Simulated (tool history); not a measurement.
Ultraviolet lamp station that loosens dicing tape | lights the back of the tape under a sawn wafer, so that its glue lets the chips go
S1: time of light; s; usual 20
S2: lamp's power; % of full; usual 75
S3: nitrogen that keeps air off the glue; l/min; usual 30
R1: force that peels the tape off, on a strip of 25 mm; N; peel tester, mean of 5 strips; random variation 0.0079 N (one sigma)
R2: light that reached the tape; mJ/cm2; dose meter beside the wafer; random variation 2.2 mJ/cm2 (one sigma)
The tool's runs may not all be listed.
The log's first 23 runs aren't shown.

run 24 day=42.579 | S1=16 S2=65 S3=29 | R1=1.533 R2=103
run 25 day=44.067 | S1=13 S2=83 S3=30 | R1=1.442 R2=107
run 26 day=46.375 | S1=13 S2=62 S3=17 | R1=2.946 R2=82
run 27 day=48.379 | S1=26 S2=80 S3=30 | R1=0.325 R2=205
run 28 day=50.217 | S1=11 S2=75 S3=30 | R1=2.490 R2=79
-- day=51.892 window cleaned of glue's vapour
run 29 day=52.717 | S1=26 S2=67 S3=43 | R1=0.304 R2=185
run 30 day=54.346 | S1=26 S2=67 S3=43 | R1=0.317 R2=189
run 31 day=56.133 | S1=20 S2=75 S3=40 | R1=0.513 R2=159
run 32 day=58.675 | S1=20 S2=66 S3=18 | R1=1.208 R2=130
-- day=60.375 lamp changed
run 33 day=61.062 | S1=20 S2=66 S3=18 | R1=0.698 R2=175
run 34 day=63.796 | S1=21 S2=85 S3=40 | R1=0.183 R2=231
run 35 day=66.062 | S1=17 S2=75 S3=18 | R1=0.798 R2=162
run 36 day=68.000 | S1=20 S2=87 S3=11 | R1=0.562 R2=219
run 37 day=70.058 | S1=28 S2=63 S3=47 | R1=0.196 R2=223
run 38 day=72.458 | S1=15 S2=64 S3=16 | R1=1.692 R2=117
run 39 day=75.133 | S1=10 S2=66 S3=11 | R1=3.527 R2=80
run 40 day=76.396 | S1=14 S2=63 S3=11 | R1=2.441 R2=107
run 41 day=78.704 | S1=12 S2=84 S3=48 | R1=0.876 R2=125
run 42 day=80.383 | S1=21 S2=90 S3=42 | R1=0.213 R2=220

5 ways to go on from here, each from the tool as it stands after run 42. What would each give?
run A day=81.971 | S1=21 S2=100 S3=14 | R1=? R2=?
run B day=81.971 | S1=21 S2=90 S3=33 | R1=? R2=?
run C day=81.971 | S1=21 S2=83 S3=21 | R1=? R2=?
run D day=81.971 | S1=12 S2=75 S3=23 | R1=? R2=?
run E day=81.971 | S1=15 S2=75 S3=30 | R1=? R2=?

run=A R1=0.354 R2=249
run=B R1=0.250 R2=222
run=C R1=0.406 R2=206
run=D R1=1.674 R2=104
run=E R1=0.928 R2=134
Without the tool's hidden state the same runs would have given:
run=A R1=0.239 R2=288
run=B R1=0.180 R2=258
run=C R1=0.274 R2=239
run=D R1=1.256 R2=122
run=E R1=0.651 R2=155
